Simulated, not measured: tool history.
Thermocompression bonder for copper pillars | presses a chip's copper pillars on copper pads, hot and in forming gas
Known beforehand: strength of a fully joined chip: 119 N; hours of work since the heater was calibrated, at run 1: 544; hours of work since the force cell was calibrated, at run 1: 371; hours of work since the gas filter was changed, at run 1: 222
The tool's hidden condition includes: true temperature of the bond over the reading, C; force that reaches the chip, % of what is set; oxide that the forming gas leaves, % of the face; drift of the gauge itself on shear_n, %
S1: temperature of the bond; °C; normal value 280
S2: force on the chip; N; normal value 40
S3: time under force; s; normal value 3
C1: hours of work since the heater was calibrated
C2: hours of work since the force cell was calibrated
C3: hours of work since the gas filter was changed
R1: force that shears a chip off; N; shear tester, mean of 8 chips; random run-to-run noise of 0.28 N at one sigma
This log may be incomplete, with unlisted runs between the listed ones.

| run | day | S1 | S2 | S3 | C1 | C2 | C3 | R1 |
|---|---|---|---|---|---|---|---|---|
| 1 | 0 | 280 | 40 | 3 | 544 | 371 | 222 | 68.8 |
| 2 | 0.554 | 280 | 48 | 3 | 553 | 381 | 232 | 75.4 |
| 3 | 0.888 | 280 | 48 | 3 | 559 | 387 | 238 | 75 |
| 4 | 1.588 | 280 | 48 | 3 | 572 | 399 | 250 | 75 |
| 5 | 1.967 | 280 | 48 | 3 | 579 | 406 | 257 | 75.1 |
| 6 | 2.683 | 307 | 40 | 3 | 591 | 419 | 270 | 88.2 |
| 7 | 3.412 | 280 | 40 | 7 | 604 | 432 | 283 | 86.4 |
| 8 | 3.983 | 280 | 40 | 7 | 615 | 442 | 293 | 86.2 |
| 9 | 4.371 | 294 | 25 | 3 | 621 | 449 | 300 | 63.4 |
| 10 | 5.096 | 294 | 25 | 3 | 634 | 462 | 313 | 62.8 |
| 11 | 5.475 | 294 | 25 | 2 | 641 | 469 | 320 | 55 |
| 12 | 5.971 | 294 | 25 | 2 | 650 | 477 | 329 | 55.3 |

Consider 4 possible next runs. They are alternatives, not a sequence: every one starts from the tool as it was left by run 12. What does each give?
| A | 6.729 | 297 | 51 | 2 | 663 | 491 | 342 | ? |
| B | 6.729 | 279 | 40 | 3 | 663 | 491 | 342 | ? |
| C | 6.729 | 280 | 52 | 3 | 663 | 491 | 342 | ? |
| D | 6.729 | 280 | 59 | 5 | 663 | 491 | 342 | ? |

| run | R1 |
|---|---|
| A | 81.3 |
| B | 67.4 |
| C | 77.4 |
| D | 91.2 |
Take away the tool's hidden state, keep each run's random variation, and the runs would have read:
| run | R1 |
|---|---|
| A | 81 |
| B | 66.2 |
| C | 76.7 |
| D | 91.5 |
